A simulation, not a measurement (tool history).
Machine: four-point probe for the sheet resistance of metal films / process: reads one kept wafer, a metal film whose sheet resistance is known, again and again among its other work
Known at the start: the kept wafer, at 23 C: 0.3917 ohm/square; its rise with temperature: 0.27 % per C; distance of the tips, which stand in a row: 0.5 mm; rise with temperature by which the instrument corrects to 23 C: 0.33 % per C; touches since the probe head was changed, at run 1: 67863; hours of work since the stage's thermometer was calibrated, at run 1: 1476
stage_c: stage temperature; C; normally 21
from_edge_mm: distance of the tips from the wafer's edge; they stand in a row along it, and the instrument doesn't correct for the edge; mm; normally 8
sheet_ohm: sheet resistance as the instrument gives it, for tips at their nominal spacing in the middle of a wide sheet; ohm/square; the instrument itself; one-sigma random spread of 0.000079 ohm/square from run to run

run	hour	stage_c	from_edge_mm	touches since the probe head was changed	hours of work since the stage's thermometer was calibrated	sheet_ohm
1	0.0	21	8	67863	1476	0.393086
2	26.4	21	8	68977	1495	0.393027
# hour 45.2: stage's thermometer calibrated
3	60.8	21	8	70409	11	0.392977
4	91.9	21	8	71721	33	0.392974
5	114.7	25	8	72681	49	0.391950
6	146.7	25	8	74033	72	0.391915
7	180.0	25	8	75437	95	0.391859
8	200.5	25	8	76300	110	0.391912
9	219.0	25	8	77081	123	0.391970
10	259.4	21	30	78785	151	0.392293
11	292.8	21	30	80198	175	0.392208
12	321.7	22	5	81417	195	0.393975
13	355.0	22	5	82822	219	0.393973
14	392.5	25	6	84401	245	0.392768
15	416.2	19	6	85402	262	0.394128
16	459.5	34	16	87230	292	0.389370
17	488.8	24	20	88467	313	0.391593
18	525.2	24	8	90000	339	0.392255
19	550.9	33	16	91085	357	0.389623
20	590.1	33	16	92739	384	0.389459

What if the next run were any one of these 3? Each begins from the tool's condition after run 20:
A	625.9	20	6	94249	410	?
B	625.9	31	7	94249	410	?
C	625.9	21	42	94249	410	?

run	sheet_ohm
A	0.393874
B	0.390877
C	0.392122
The same runs, with their run-to-run variation unchanged, on a tool lacking any hidden condition would have given:
run	sheet_ohm
A	0.393910
B	0.390913
C	0.392158
